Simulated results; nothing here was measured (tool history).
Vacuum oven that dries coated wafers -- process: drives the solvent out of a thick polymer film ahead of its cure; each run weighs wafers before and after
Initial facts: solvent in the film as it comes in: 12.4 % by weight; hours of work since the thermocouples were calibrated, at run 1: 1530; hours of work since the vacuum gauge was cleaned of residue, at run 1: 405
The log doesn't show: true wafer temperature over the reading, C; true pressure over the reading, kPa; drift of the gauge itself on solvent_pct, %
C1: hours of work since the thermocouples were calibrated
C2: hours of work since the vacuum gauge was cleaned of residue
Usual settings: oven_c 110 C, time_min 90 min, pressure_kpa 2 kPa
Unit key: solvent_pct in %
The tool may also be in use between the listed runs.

{"run": 1, "hour": 0.0, "oven_c": 110, "time_min": 90, "pressure_kpa": 2, "C1": 1530, "C2": 405, "solvent_pct": 1.6}
{"run": 2, "hour": 20.0, "oven_c": 110, "time_min": 90, "pressure_kpa": 2, "C1": 1541, "C2": 417, "solvent_pct": 1.62}
{"hour": 23.4, "done": "oven's thermocouples calibrated"}
{"run": 3, "hour": 40.0, "oven_c": 110, "time_min": 90, "pressure_kpa": 2, "C1": 9, "C2": 427, "solvent_pct": 1.4}
{"run": 4, "hour": 62.3, "oven_c": 110, "time_min": 90, "pressure_kpa": 2, "C1": 22, "C2": 440, "solvent_pct": 1.4}
{"run": 5, "hour": 74.0, "oven_c": 110, "time_min": 90, "pressure_kpa": 2, "C1": 29, "C2": 447, "solvent_pct": 1.36}
{"run": 6, "hour": 86.5, "oven_c": 110, "time_min": 48, "pressure_kpa": 2, "C1": 36, "C2": 454, "solvent_pct": 2.68}
{"run": 7, "hour": 107.5, "oven_c": 110, "time_min": 48, "pressure_kpa": 2, "C1": 48, "C2": 466, "solvent_pct": 2.67}
{"run": 8, "hour": 118.9, "oven_c": 110, "time_min": 48, "pressure_kpa": 2, "C1": 55, "C2": 473, "solvent_pct": 2.68}
{"run": 9, "hour": 136.5, "oven_c": 110, "time_min": 48, "pressure_kpa": 2, "C1": 65, "C2": 483, "solvent_pct": 2.7}
{"run": 10, "hour": 151.0, "oven_c": 110, "time_min": 48, "pressure_kpa": 2, "C1": 73, "C2": 491, "solvent_pct": 2.67}
{"run": 11, "hour": 167.3, "oven_c": 124, "time_min": 48, "pressure_kpa": 2, "C1": 83, "C2": 500, "solvent_pct": 1.14}
{"run": 12, "hour": 182.7, "oven_c": 110, "time_min": 103, "pressure_kpa": 2, "C1": 92, "C2": 509, "solvent_pct": 1.24}
{"run": 13, "hour": 193.1, "oven_c": 123, "time_min": 90, "pressure_kpa": 2, "C1": 97, "C2": 515, "solvent_pct": 0.72}
{"run": 14, "hour": 213.0, "oven_c": 123, "time_min": 90, "pressure_kpa": 2, "C1": 109, "C2": 527, "solvent_pct": 0.7}
{"run": 15, "hour": 232.7, "oven_c": 123, "time_min": 90, "pressure_kpa": 2, "C1": 120, "C2": 538, "solvent_pct": 0.69}
{"run": 16, "hour": 252.2, "oven_c": 123, "time_min": 90, "pressure_kpa": 2, "C1": 131, "C2": 549, "solvent_pct": 0.72}
{"run": 17, "hour": 266.0, "oven_c": 111, "time_min": 90, "pressure_kpa": 2, "C1": 139, "C2": 557, "solvent_pct": 1.31}
{"run": 18, "hour": 285.1, "oven_c": 111, "time_min": 90, "pressure_kpa": 2, "C1": 150, "C2": 568, "solvent_pct": 1.34}
{"run": 19, "hour": 300.6, "oven_c": 111, "time_min": 90, "pressure_kpa": 2, "C1": 159, "C2": 577, "solvent_pct": 1.32}
{"run": 20, "hour": 321.7, "oven_c": 111, "time_min": 90, "pressure_kpa": 2, "C1": 171, "C2": 589, "solvent_pct": 1.34}
{"run": 21, "hour": 332.7, "oven_c": 97, "time_min": 90, "pressure_kpa": 2, "C1": 178, "C2": 595, "solvent_pct": 2.99}
{"run": 22, "hour": 355.8, "oven_c": 110, "time_min": 90, "pressure_kpa": 1.34, "C1": 191, "C2": 609, "solvent_pct": 1.09}
{"run": 23, "hour": 370.8, "oven_c": 110, "time_min": 90, "pressure_kpa": 5.58, "C1": 200, "C2": 617, "solvent_pct": 3.17}
{"run": 24, "hour": 384.8, "oven_c": 110, "time_min": 90, "pressure_kpa": 2, "C1": 208, "C2": 625, "solvent_pct": 1.43}
{"run": 25, "hour": 398.8, "oven_c": 109, "time_min": 101, "pressure_kpa": 2.14, "C1": 216, "C2": 633, "solvent_pct": 1.45}
{"run": 26, "hour": 413.8, "oven_c": 109, "time_min": 101, "pressure_kpa": 2.14, "C1": 224, "C2": 642, "solvent_pct": 1.46}
{"run": 27, "hour": 424.9, "oven_c": 109, "time_min": 101, "pressure_kpa": 2.14, "C1": 231, "C2": 648, "solvent_pct": 1.48}
{"run": 28, "hour": 438.6, "oven_c": 115, "time_min": 64, "pressure_kpa": 2.36, "C1": 239, "C2": 656, "solvent_pct": 1.61}
{"run": 29, "hour": 448.7, "oven_c": 115, "time_min": 64, "pressure_kpa": 2.36, "C1": 244, "C2": 662, "solvent_pct": 1.6}
{"run": 30, "hour": 461.3, "oven_c": 102, "time_min": 102, "pressure_kpa": 6.67, "C1": 252, "C2": 669, "solvent_pct": 4.98}
{"run": 31, "hour": 484.6, "oven_c": 102, "time_min": 102, "pressure_kpa": 6.67, "C1": 265, "C2": 683, "solvent_pct": 4.97}
{"run": 32, "hour": 497.3, "oven_c": 119, "time_min": 56, "pressure_kpa": 6.67, "C1": 272, "C2": 690, "solvent_pct": 3}
{"run": 33, "hour": 518.9, "oven_c": 101, "time_min": 90, "pressure_kpa": 2, "C1": 285, "C2": 702, "solvent_pct": 2.44}
{"run": 34, "hour": 531.3, "oven_c": 106, "time_min": 59, "pressure_kpa": 1.63, "C1": 292, "C2": 710, "solvent_pct": 2.59}
{"run": 35, "hour": 548.3, "oven_c": 106, "time_min": 59, "pressure_kpa": 1.63, "C1": 302, "C2": 719, "solvent_pct": 2.59}
{"run": 36, "hour": 562.7, "oven_c": 106, "time_min": 59, "pressure_kpa": 1.63, "C1": 310, "C2": 728, "solvent_pct": 2.56}
{"run": 37, "hour": 581.3, "oven_c": 106, "time_min": 59, "pressure_kpa": 1.63, "C1": 321, "C2": 738, "solvent_pct": 2.6}
{"run": 38, "hour": 602.4, "oven_c": 99, "time_min": 49, "pressure_kpa": 2.08, "C1": 333, "C2": 750, "solvent_pct": 4.56}
{"run": 39, "hour": 622.1, "oven_c": 123, "time_min": 90, "pressure_kpa": 2.67, "C1": 344, "C2": 762, "solvent_pct": 0.96}
{"run": 40, "hour": 635.4, "oven_c": 121, "time_min": 50, "pressure_kpa": 2.6, "C1": 352, "C2": 769, "solvent_pct": 1.59}
{"run": 41, "hour": 653.3, "oven_c": 98, "time_min": 151, "pressure_kpa": 2.42, "C1": 362, "C2": 780, "solvent_pct": 2.29}
{"run": 42, "hour": 664.7, "oven_c": 98, "time_min": 151, "pressure_kpa": 2.42, "C1": 368, "C2": 786, "solvent_pct": 2.29}
{"run": 43, "hour": 683.8, "oven_c": 98, "time_min": 151, "pressure_kpa": 2.42, "C1": 379, "C2": 797, "solvent_pct": 2.32}
{"run": 44, "hour": 701.1, "oven_c": 103, "time_min": 50, "pressure_kpa": 6.01, "C1": 389, "C2": 807, "solvent_pct": 5.82}
{"run": 45, "hour": 720.7, "oven_c": 103, "time_min": 50, "pressure_kpa": 6.01, "C1": 401, "C2": 818, "solvent_pct": 5.83}
{"run": 46, "hour": 743.0, "oven_c": 103, "time_min": 50, "pressure_kpa": 1.03, "C1": 413, "C2": 831, "solvent_pct": 3.31}
{"run": 47, "hour": 760.4, "oven_c": 120, "time_min": 90, "pressure_kpa": 1.87, "C1": 423, "C2": 841, "solvent_pct": 0.82}

Entry by entry between the runs, the difference in hidden state between the last listed run before and the first listed run after:
From run 2 to run 3: oven's thermocouples calibrated (hour 23.4)
  true wafer temperature over the reading, C: -2.57 -> 0.12; true pressure over the reading, kPa: 0.032 -> 0.033
  what was measured, less what the result would be without the hidden state, solvent_pct: +0.25 -> +0.01 %

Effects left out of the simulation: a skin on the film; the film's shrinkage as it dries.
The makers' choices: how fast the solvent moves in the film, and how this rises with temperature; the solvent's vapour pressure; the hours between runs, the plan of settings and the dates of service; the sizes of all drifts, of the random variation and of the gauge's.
